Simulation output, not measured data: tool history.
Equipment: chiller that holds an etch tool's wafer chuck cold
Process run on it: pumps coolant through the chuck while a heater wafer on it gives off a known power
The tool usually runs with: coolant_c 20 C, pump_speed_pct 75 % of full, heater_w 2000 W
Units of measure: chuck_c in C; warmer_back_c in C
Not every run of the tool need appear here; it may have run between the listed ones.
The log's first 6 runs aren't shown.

run	hour	coolant_c	pump_speed_pct	heater_w	chuck_c	warmer_back_c
7	117.4	20	68	2000	37.6	8.50
8	139.5	14	68	2000	31.7	8.45
9	163.2	14	68	2000	31.7	8.47
10	193.1	14	68	2000	31.5	8.49
11	206.9	14	68	2000	31.4	8.42
12	221.2	20	75	2000	36.2	7.58
13	247.8	20	75	2000	36.1	7.66
14	277.9	20	79	2000	35.3	7.17
15	291.5	14	79	2000	29.4	7.17
16	315.7	14	79	2000	29.5	7.15
17	328.8	14	79	2000	29.4	7.13
18	344.1	25	75	1063	33.4	4.06
19	374.3	25	75	1063	33.7	4.05
20	397.0	20	75	2701	42.1	10.24

Run 21 has not been measured yet. What should we expect?
21	418.4	20	84	1976	?	?

Run 21 came out at chuck_c 34.4 C, warmer_back_c 6.57 C.
Were there no unlogged condition in the tool, this run, its random variation unchanged, would have produced chuck_c 34.4 C, warmer_back_c 6.57 C.

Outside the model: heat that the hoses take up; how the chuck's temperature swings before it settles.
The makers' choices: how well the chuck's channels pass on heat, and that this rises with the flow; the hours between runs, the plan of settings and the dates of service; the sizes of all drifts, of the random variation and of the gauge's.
